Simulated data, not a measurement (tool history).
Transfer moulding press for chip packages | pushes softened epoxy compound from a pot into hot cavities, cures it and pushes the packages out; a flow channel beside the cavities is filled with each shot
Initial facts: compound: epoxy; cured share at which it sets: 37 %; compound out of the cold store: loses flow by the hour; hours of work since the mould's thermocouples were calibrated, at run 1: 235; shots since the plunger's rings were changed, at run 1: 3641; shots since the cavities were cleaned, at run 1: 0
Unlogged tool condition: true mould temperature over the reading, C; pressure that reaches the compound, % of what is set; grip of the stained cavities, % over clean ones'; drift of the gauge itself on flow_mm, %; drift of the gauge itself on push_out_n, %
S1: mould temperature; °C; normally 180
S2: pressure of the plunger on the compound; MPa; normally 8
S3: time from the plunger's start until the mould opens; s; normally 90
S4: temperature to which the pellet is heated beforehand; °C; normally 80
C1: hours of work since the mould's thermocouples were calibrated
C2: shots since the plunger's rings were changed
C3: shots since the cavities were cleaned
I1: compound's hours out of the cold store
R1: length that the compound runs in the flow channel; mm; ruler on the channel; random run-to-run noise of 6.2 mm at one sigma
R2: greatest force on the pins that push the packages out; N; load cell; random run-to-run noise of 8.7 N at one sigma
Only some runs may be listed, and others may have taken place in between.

run,hour,S1,S2,S3,S4,C1,C2,C3,I1,R1,R2
1,0,180,8,90,80,235,3641,0,34.8,703,372
2,42.1,180,8,90,80,260,4118,477,39.9,675,358
3,65.1,180,8,82,80,274,4378,737,25.9,742,424
# hour 98.7: cavities cleaned with cleaning compound and waxed
4,114.1,180,8,90,71,302,4917,174,40.8,684,365
# hour 124.7: plunger's sealing rings changed
5,142.5,180,8,90,71,317,201,467,34.3,702,360
6,184.8,180,8,90,71,343,681,947,16.5,763,372
# hour 201.5: cavities cleaned with cleaning compound and waxed
7,224.8,180,8,90,80,365,1116,263,11.8,790,379
8,259.3,180,8,90,80,386,1507,654,46.6,653,376
# hour 301.8: cavities cleaned with cleaning compound and waxed
9,306.9,177,8,128,80,414,2029,57,27.6,740,311
10,334.9,177,6.27,128,80,430,2347,375,29.9,642,326
11,371.9,180,8,90,80,452,2765,793,18.8,762,386
12,395.7,185,8,111,89,466,3036,1064,16.6,763,328
# hour 403.3: cavities cleaned with cleaning compound and waxed
13,418.6,185,8.68,117,80,479,3277,172,16.4,782,321
14,450.1,185,8.68,117,80,498,3635,530,28,741,320
15,481.7,172,8.68,117,86,517,3993,888,26.7,800,387
# hour 503.7: cavities cleaned with cleaning compound and waxed
16,507.8,184,8.84,117,86,531,4271,46,45.8,680,325

Consider 3 possible next runs. They are alternatives, not a sequence: every one starts from the tool as it was left by run 16. What does each give?
A,548.8,184,9.27,117,86,556,4735,510,12.5,?,?
B,548.8,180,8,90,80,556,4735,510,16.8,?,?
C,548.8,184,8.84,117,84,556,4735,510,17.3,?,?

run,R1,R2
A,833,334
B,784,379
C,787,318
Without the tool's unlogged condition, the same runs would have read:
run,R1,R2
A,833,331
B,785,375
C,787,315

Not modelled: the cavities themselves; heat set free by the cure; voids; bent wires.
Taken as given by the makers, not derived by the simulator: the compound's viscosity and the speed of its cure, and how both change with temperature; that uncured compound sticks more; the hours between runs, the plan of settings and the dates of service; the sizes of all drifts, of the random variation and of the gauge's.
